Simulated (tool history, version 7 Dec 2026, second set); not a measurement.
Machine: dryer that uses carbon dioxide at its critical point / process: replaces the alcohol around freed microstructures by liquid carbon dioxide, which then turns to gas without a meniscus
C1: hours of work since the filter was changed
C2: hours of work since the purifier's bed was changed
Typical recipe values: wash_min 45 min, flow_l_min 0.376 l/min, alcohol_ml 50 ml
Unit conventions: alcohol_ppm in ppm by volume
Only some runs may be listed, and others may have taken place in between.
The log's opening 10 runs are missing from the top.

Run 11, hour 90: usual settings but alcohol_ml 96 ml; C1 429; C2 183. Result: alcohol_ppm 77 ppm by volume.
Run 12, hour 101.5: usual settings but alcohol_ml 96 ml; C1 436; C2 190. Result: alcohol_ppm 74 ppm by volume.
Run 13, hour 110.5: usual settings but flow_l_min 0.273 l/min; C1 441; C2 196. Result: alcohol_ppm 186 ppm by volume.
Run 14, hour 121.5: usual settings but flow_l_min 0.273 l/min; C1 448; C2 202. Result: alcohol_ppm 182 ppm by volume.
Run 15, hour 129.3: usual settings but flow_l_min 0.273 l/min; C1 453; C2 207. Result: alcohol_ppm 204 ppm by volume.
Run 16, hour 141.2: usual settings but flow_l_min 0.273 l/min; C1 460; C2 214. Result: alcohol_ppm 192 ppm by volume.
Run 17, hour 148.3: usual settings but flow_l_min 0.278 l/min; C1 464; C2 218. Result: alcohol_ppm 179 ppm by volume.
Run 18, hour 154.2: usual settings but flow_l_min 0.33 l/min; C1 467; C2 221. Result: alcohol_ppm 96 ppm by volume.
Run 19, hour 162.7: usual settings but flow_l_min 0.33 l/min; C1 472; C2 227. Result: alcohol_ppm 95 ppm by volume.
Run 20, hour 168.9: usual settings but alcohol_ml 117 ml; C1 476; C2 230. Result: alcohol_ppm 86 ppm by volume.
Run 21, hour 174.2: usual settings; C1 479; C2 233. Result: alcohol_ppm 67 ppm by volume.
Run 22, hour 180.1: usual settings; C1 483; C2 237. Result: alcohol_ppm 69 ppm by volume.
Run 23, hour 187.7: usual settings; C1 487; C2 241. Result: alcohol_ppm 65 ppm by volume.
Run 24, hour 196.1: usual settings; C1 492; C2 246. Result: alcohol_ppm 72 ppm by volume.
Run 25, hour 202.3: usual settings but alcohol_ml 47 ml; C1 496; C2 250. Result: alcohol_ppm 63 ppm by volume.
Run 26, hour 209.1: usual settings but wash_min 56 min, flow_l_min 0.469 l/min, alcohol_ml 21 ml; C1 500; C2 254. Result: alcohol_ppm 56 ppm by volume.
Run 27, hour 219.4: usual settings but wash_min 58 min; C1 506; C2 260. Result: alcohol_ppm 60 ppm by volume.
Run 28, hour 226: usual settings but wash_min 58 min; C1 510; C2 264. Result: alcohol_ppm 58 ppm by volume.
Run 29, hour 232.8: usual settings but wash_min 58 min, flow_l_min 0.306 l/min, alcohol_ml 31 ml; C1 514; C2 268. Result: alcohol_ppm 59 ppm by volume.
Run 30, hour 238.5: usual settings but flow_l_min 0.52 l/min, alcohol_ml 46 ml; C1 517; C2 272. Result: alcohol_ppm 63 ppm by volume.

What does the tool deliver on the next run?
Run 31, hour 246: usual settings but wash_min 38 min, flow_l_min 0.414 l/min, alcohol_ml 43 ml; C1 522; C2 276. Result: alcohol_ppm ?.

Run 31 measured alcohol_ppm 83 ppm by volume.
With the hidden condition absent and the run-to-run variation left alone, this run would have shown alcohol_ppm 22 ppm by volume.
